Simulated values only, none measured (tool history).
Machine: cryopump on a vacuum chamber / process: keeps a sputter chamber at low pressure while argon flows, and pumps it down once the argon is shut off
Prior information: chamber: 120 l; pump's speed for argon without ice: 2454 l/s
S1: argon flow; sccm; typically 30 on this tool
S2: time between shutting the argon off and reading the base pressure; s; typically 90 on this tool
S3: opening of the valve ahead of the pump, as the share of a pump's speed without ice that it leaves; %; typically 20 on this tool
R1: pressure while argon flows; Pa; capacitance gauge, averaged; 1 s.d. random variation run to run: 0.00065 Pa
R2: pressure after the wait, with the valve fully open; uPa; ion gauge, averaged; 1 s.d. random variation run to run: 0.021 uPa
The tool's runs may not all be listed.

run,hour,S1,S2,S3,R1,R2
1,0.0,30,90,20,0.1094,1.45
2,48.1,30,90,20,0.1110,1.58
# hour 59.3: pump warmed up, emptied and cooled again
# hour 112.1: leaking fittings of the chamber tightened, without venting
3,135.4,30,90,20,0.1049,0.47
4,194.0,30,90,20,0.1048,0.55
5,240.1,30,27,20,0.1080,1.42
6,298.3,30,27,20,0.1102,1.40
7,339.5,30,90,20,0.1103,0.67
# hour 417.9: pump warmed up, emptied and cooled again
8,431.8,30,90,20,0.1025,0.66
9,518.4,30,111,20,0.1058,0.70
10,600.6,30,111,20,0.1081,0.71
11,644.0,30,111,20,0.1076,0.80
12,706.4,30,111,20,0.1097,0.89
13,746.2,59,111,20,0.2188,0.96
# hour 777.5: pump warmed up, emptied and cooled again
14,814.8,59,111,20,0.2050,0.83
15,850.7,30,90,20,0.1052,0.91
16,889.4,30,90,20,0.1048,0.95
17,947.9,30,90,20,0.1073,1.02
18,1008.0,30,29,20,0.1082,1.85
19,1085.2,30,90,15,0.1452,1.19
# hour 1140.3: pump warmed up, emptied and cooled again
20,1148.2,22,262,20,0.0769,0.85
21,1198.2,30,90,59,0.0356,1.12
22,1244.4,32,29,37,0.0618,1.81
23,1326.0,32,29,37,0.0644,2.07
24,1380.5,30,90,40,0.0567,1.41
25,1446.3,15,54,41,0.0293,1.69
26,1487.0,37,28,34,0.0850,2.31
# hour 1499.3: pump warmed up, emptied and cooled again
27,1533.7,23,90,59,0.0281,1.32
# hour 1554.6: leaking fittings of the chamber tightened, without venting
28,1575.8,30,54,20,0.1056,0.79
29,1645.7,30,54,20,0.1066,0.81
30,1727.4,17,90,20,0.0604,0.61
31,1787.7,48,55,26,0.1377,0.89
32,1823.3,48,25,24,0.1512,1.55
# hour 1859.6: pump warmed up, emptied and cooled again
33,1873.4,30,30,25,0.0829,1.35
34,1910.2,48,69,27,0.1252,0.78
35,1983.6,30,37,37,0.0591,1.25

3 options for the next run, each taken on its own from the tool as it stands now. Forecast them:
A,2052.5,30,33,20,?,?
B,2052.5,32,179,33,?,?
C,2052.5,57,82,28,?,?

run,R1,R2
A,0.1086,1.38
B,0.0716,0.70
C,0.1495,0.88
With the hidden condition removed and each run's random variation left untouched, the same runs would have given:
run,R1,R2
A,0.1039,1.02
B,0.0666,0.33
C,0.1407,0.51

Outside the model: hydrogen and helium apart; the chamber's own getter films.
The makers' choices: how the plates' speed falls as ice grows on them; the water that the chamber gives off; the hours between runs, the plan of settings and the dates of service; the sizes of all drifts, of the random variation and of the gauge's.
